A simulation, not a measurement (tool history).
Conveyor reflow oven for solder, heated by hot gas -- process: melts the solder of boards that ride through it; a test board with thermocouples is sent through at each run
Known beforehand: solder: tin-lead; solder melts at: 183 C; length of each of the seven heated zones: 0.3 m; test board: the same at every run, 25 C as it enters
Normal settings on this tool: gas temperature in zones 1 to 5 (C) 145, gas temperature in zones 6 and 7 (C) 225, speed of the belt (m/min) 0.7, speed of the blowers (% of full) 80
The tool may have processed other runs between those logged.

run   hour  gas temperature in zones 1 to 5 (C)  gas temperature in zones 6 and 7 (C)  speed of the belt (m/min)  speed of the blowers (% of full)  highest temperature of the board (C)  time above the solder's melting point (s)
  1      0                                  145                                   225                        0.7                                80                                 214.8                                       39.9
  2   23.7                                  145                                   233                        0.7                                80                                 221.6                                       43.1
      29.4  -- thermocouples of zones 6 and 7 changed
  3   53.1                                  145                                   225                      0.618                                80                                 215.3                                       45.9
  4     68                                  145                                   225                      0.654                                80                                 213.5                                       42.3
  5   79.4                                  145                                   225                        0.7                                80                                   212                                       38.3
  6   93.1                                  145                                   225                        0.7                                65                                 209.4                                       36.1
  7  107.5                                  145                                   225                        0.7                                65                                 209.5                                         36
  8  131.1                                  145                                   225                        0.7                                65                                 209.3                                       36.1
  9  143.7                                  145                                   225                        0.7                                65                                 209.4                                         36
 10  156.1                                  145                                   225                        0.7                                73                                   211                                       37.2
 11  175.2                                  145                                   225                        0.7                                80                                 211.8                                       38.2
     182.4  -- flux residue cleaned out of gas plates and filters
 12  200.6                                  145                                   225                        0.7                                80                                 211.1                                       37.3
 13    227                                  145                                   225                        0.7                                80                                 210.9                                       37.4
 14  252.7                                  137                                   225                        0.7                                80                                 209.5                                       34.3
 15  263.8                                  137                                   225                        0.7                                80                                 209.3                                       34.3
 16  278.1                                  137                                   225                        0.7                                80                                 209.3                                       34.2
 17  297.5                                  131                                   225                        0.7                                80                                   208                                         32
     316.7  -- flux residue cleaned out of gas plates and filters, once more
 18  322.4                                  154                                   227                      0.807                                69                                 210.7                                       34.1
 19  334.2                                  154                                   227                      0.807                                69                                 210.7                                       34.1
 20  356.6                                  157                                   213                      0.714                                69                                 202.9                                       35.1
 21  380.3                                  148                                   213                      0.714                                84                                 203.4                                       32.9
 22  399.9                                  155                                   225                        0.7                                80                                 214.5                                         43
 23  422.9                                  134                                   228                      0.643                                66                                 213.6                                       39.9
 24  445.7                                  154                                   228                      0.678                                66                                 215.6                                       44.1
 25  461.4                                  141                                   219                      0.569                                70                                 210.3                                         46
 26    473                                  141                                   219                      0.569                                70                                 210.3                                         46
 27  488.5                                  150                                   219                      0.569                                52                                 208.7                                       46.8
 28  503.1                                  145                                   225                      0.738                                80                                 211.1                                       35.6
 29  514.7                                  134                                   228                       0.62                                64                                 213.9                                       41.6
 30  533.2                                  145                                   225                       0.63                                80                                 215.3                                         45
 31  547.5                                  137                                   223                      0.829                                58                                 199.2                                       20.2

Forecast each of these 4 alternatives for the next run:
  A  569.8                                  145                                   223                      0.718                                58                                     ?                                          ?
  B  569.8                                  137                                   234                      0.829                                58                                     ?                                          ?
  C  569.8                                  137                                   215                      0.805                                83                                     ?                                          ?
  D  569.8                                  144                                   223                      0.804                                58                                     ?                                          ?

run  highest temperature of the board (C)  time above the solder's melting point (s)
  A                                   206                                       32.4
  B                                 207.9                                       26.4
  C                                   199                                       22.1
  D                                 202.2                                       24.8
The same runs, with their run-to-run variation unchanged, on a tool lacking any hidden condition would have given:
run  highest temperature of the board (C)  time above the solder's melting point (s)
  A                                 205.8                                       31.8
  B                                   208                                       26.1
  C                                 199.2                                       22.1
  D                                 202.2                                       24.5

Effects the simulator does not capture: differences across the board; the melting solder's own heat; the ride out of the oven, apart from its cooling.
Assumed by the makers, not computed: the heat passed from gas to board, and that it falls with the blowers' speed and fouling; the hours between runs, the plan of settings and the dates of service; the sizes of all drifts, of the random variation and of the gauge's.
